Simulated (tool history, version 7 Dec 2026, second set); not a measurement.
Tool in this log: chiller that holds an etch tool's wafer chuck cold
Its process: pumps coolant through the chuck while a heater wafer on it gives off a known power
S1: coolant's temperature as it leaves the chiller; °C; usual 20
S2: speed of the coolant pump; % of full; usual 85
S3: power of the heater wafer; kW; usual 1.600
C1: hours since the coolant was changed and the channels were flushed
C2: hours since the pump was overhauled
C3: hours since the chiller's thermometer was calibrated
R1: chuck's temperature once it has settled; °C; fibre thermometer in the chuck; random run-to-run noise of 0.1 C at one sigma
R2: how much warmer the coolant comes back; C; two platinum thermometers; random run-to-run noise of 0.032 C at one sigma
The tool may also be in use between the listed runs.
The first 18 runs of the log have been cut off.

run 19 day=31.275 | S1=22 S2=85 S3=1.600 | C1=4881 C2=823 C3=473 | R1=36.2 R2=3.64
run 20 day=32.792 | S1=22 S2=85 S3=1.600 | C1=4918 C2=859 C3=509 | R1=36.3 R2=3.67
run 21 day=35.038 | S1=20 S2=95 S3=1.600 | C1=4971 C2=913 C3=563 | R1=33.3 R2=3.31
run 22 day=37.204 | S1=14 S2=96 S3=1.592 | C1=5023 C2=965 C3=615 | R1=27.0 R2=3.22
run 23 day=38.900 | S1=14 S2=60 S3=1.633 | C1=5064 C2=1006 C3=656 | R1=32.6 R2=5.34
run 24 day=40.421 | S1=14 S2=60 S3=1.633 | C1=5101 C2=1042 C3=692 | R1=32.7 R2=5.32
run 25 day=42.533 | S1=14 S2=80 S3=2.235 | C1=5151 C2=1093 C3=743 | R1=34.9 R2=5.51
run 26 day=43.850 | S1=14 S2=80 S3=2.235 | C1=5183 C2=1125 C3=775 | R1=35.0 R2=5.50
run 27 day=45.883 | S1=11 S2=65 S3=1.219 | C1=5232 C2=1174 C3=824 | R1=24.3 R2=3.66
run 28 day=47.412 | S1=20 S2=85 S3=1.187 | C1=5268 C2=1210 C3=860 | R1=30.8 R2=2.73
run 29 day=49.275 | S1=20 S2=85 S3=1.187 | C1=5313 C2=1255 C3=905 | R1=30.8 R2=2.72
run 30 day=51.558 | S1=26 S2=85 S3=1.600 | C1=5368 C2=1310 C3=960 | R1=40.5 R2=3.67
run 31 day=53.838 | S1=16 S2=81 S3=1.600 | C1=5423 C2=1365 C3=1015 | R1=31.0 R2=3.92
run 32 day=55.850 | S1=10 S2=85 S3=1.600 | C1=5471 C2=1413 C3=1063 | R1=24.7 R2=3.72

4 ways to go on from here, each from the tool as it stands after run 32. What would each give?
run A day=58.129 | S1=18 S2=85 S3=1.600 | C1=5526 C2=1468 C3=1118 | R1=? R2=?
run B day=58.129 | S1=15 S2=85 S3=1.826 | C1=5526 C2=1468 C3=1118 | R1=? R2=?
run C day=58.129 | S1=28 S2=71 S3=1.193 | C1=5526 C2=1468 C3=1118 | R1=? R2=?
run D day=58.129 | S1=11 S2=61 S3=0.833 | C1=5526 C2=1468 C3=1118 | R1=? R2=?

run=A R1=32.7 R2=3.73
run=B R1=31.9 R2=4.23
run=C R1=40.4 R2=3.29
run=D R1=20.7 R2=2.68
Stripped of hidden state, with their random variation kept, the same runs would have yielded:
run=A R1=30.5 R2=3.68
run=B R1=29.4 R2=4.16
run=C R1=38.5 R2=3.23
run=D R1=19.2 R2=2.64
